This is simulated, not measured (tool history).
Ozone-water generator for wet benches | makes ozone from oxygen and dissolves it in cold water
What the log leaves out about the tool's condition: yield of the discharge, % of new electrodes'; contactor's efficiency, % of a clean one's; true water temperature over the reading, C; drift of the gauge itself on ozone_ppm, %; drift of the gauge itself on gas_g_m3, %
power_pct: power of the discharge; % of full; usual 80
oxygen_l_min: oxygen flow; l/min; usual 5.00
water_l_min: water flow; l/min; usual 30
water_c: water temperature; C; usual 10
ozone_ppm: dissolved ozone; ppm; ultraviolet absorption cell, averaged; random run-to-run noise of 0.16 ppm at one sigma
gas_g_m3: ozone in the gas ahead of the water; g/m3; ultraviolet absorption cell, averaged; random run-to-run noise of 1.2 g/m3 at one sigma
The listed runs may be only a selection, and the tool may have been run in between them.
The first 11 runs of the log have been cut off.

run	hour	power_pct	oxygen_l_min	water_l_min	water_c	hours of work since the electrodes were changed	hours of work since the contactor was cleaned	hours of work since the thermometer was calibrated	ozone_ppm	gas_g_m3
12	535.8	80	5.00	30	10	830	4079	3015	22.0	216.5
13	572.0	80	5.00	30	10	855	4105	3040	21.4	218.3
14	641.0	80	5.78	30	10	903	4153	3088	22.7	205.2
15	672.3	80	5.78	30	10	925	4175	3110	22.4	203.1
16	739.1	80	5.78	30	8	972	4221	3157	23.0	203.9
17	778.1	80	5.00	30	7	999	4249	3184	22.2	217.8
18	844.6	80	5.00	30	7	1046	4295	3231	21.9	217.2
19	880.4	80	5.00	30	7	1071	4320	3256	22.1	216.8
20	915.2	80	5.00	30	7	1095	4344	3280	22.2	218.6
21	970.7	90	5.11	30	7	1134	4383	3319	24.7	235.9
22	1035.3	59	5.11	32	8	1179	4428	3364	16.2	166.3
23	1098.8	59	5.11	32	8	1223	4473	3408	16.4	168.0
24	1165.1	53	3.84	30	10	1270	4519	3454	14.4	175.6
25	1239.6	53	3.84	30	10	1322	4571	3506	14.2	174.1
26	1301.3	80	3.05	25	6	1365	4614	3550	22.7	271.4
27	1338.0	74	5.00	30	5	1390	4640	3575	21.3	203.1
28	1399.1	80	4.30	30	6	1433	4683	3618	21.5	232.8
29	1452.9	80	5.00	27	13	1471	4720	3655	23.1	216.4
# hour 1458.8: water thermometer calibrated
30	1498.5	80	5.00	27	13	1502	4752	28	22.9	218.0
31	1539.0	80	5.00	27	13	1530	4780	56	23.3	219.6
32	1614.5	43	3.80	25	7	1583	4833	109	14.8	149.2
33	1680.8	61	2.76	30	10	1630	4879	155	14.5	227.1

Branching from run 33: 3 alternative next runs. What would each branch give?
A	1737.0	59	2.76	23	17	1669	4918	194	?	?
B	1737.0	70	6.71	30	14	1669	4918	194	?	?
C	1737.0	65	6.09	30	9	1669	4918	194	?	?

run	ozone_ppm	gas_g_m3
A	17.1	223.2
B	19.7	168.9
C	19.6	167.2
Stripped of hidden state, with their random variation kept, the same runs would have yielded:
run	ozone_ppm	gas_g_m3
A	17.1	223.2
B	19.7	168.9
C	19.6	167.2
